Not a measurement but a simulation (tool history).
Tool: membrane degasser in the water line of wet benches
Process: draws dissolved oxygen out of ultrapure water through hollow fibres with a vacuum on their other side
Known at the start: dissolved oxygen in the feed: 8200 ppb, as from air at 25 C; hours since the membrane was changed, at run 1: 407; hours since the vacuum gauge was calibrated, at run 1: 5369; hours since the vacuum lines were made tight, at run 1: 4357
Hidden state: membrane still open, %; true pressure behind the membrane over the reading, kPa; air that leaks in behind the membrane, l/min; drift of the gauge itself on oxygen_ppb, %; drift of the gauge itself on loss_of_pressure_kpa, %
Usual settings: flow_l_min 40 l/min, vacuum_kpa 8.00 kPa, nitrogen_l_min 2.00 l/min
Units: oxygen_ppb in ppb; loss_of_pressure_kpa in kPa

run      day  flow_l_min  vacuum_kpa  nitrogen_l_min  hours since the membrane was changed  hours since the vacuum gauge was calibrated  hours since the vacuum lines were made tight  oxygen_ppb  loss_of_pressure_kpa
  1    0.000          40        8.00            2.00                                   407                                         5369                                          4357       336.2                 41.58
  2    8.538          40        8.00            2.00                                   612                                         5574                                          4562       337.9                 41.51
  3   14.275          40        8.00            2.00                                   750                                         5711                                          4699       334.8                 41.43
  4   20.425          48        8.00            2.00                                   898                                         5859                                          4847       460.1                 50.30
  5   29.954          48        8.00            2.00                                  1126                                         6088                                          5076       461.4                 49.97
  6   37.433          50        8.00            2.00                                  1306                                         6267                                          5255       495.4                 52.12
  7   49.654          40        8.00            2.00                                  1599                                         6560                                          5548       330.9                 42.11
  8   59.883          40        8.00            2.00                                  1845                                         6806                                          5794       339.7                 41.81
  9   66.000          39        8.00            1.00                                  1991                                         6953                                          5941       477.2                 41.19
 10   76.433          39        8.00            1.00                                  2242                                         7203                                          6191       476.5                 40.73
 11   82.129          41        8.00            1.30                                  2379                                         7340                                          6328       435.6                 43.38
 12   88.404          41        8.00            1.30                                  2529                                         7490                                          6478       439.0                 43.05
 13  100.583          50        8.64            1.80                                  2821                                         7783                                          6771       546.2                 52.47
 14  110.950          50        8.64            1.80                                  3070                                         8032                                          7020       543.5                 52.69
 15  119.604          59       14.75            4.72                                  3278                                         8239                                          7227       683.6                 61.96

3 ways to go on from here, each from the tool as it stands after run 15. What would each give?
     126.750  -- vacuum gauge calibrated
  A  129.562          33       15.73            1.33                                  3516                                           68                                          7466           ?                     ?
     126.750  -- vacuum gauge calibrated
  B  129.562          36        7.17            4.72                                  3516                                           68                                          7466           ?                     ?
     126.750  -- vacuum gauge calibrated
  C  129.562          59       19.17            0.85                                  3516                                           68                                          7466           ?                     ?

run  oxygen_ppb  loss_of_pressure_kpa
  A       690.2                 34.68
  B       162.3                 37.85
  C      1891.7                 62.26
Without the tool's hidden state the same runs would have given:
run  oxygen_ppb  loss_of_pressure_kpa
  A       689.9                 34.18
  B       162.1                 37.30
  C      1891.4                 61.36
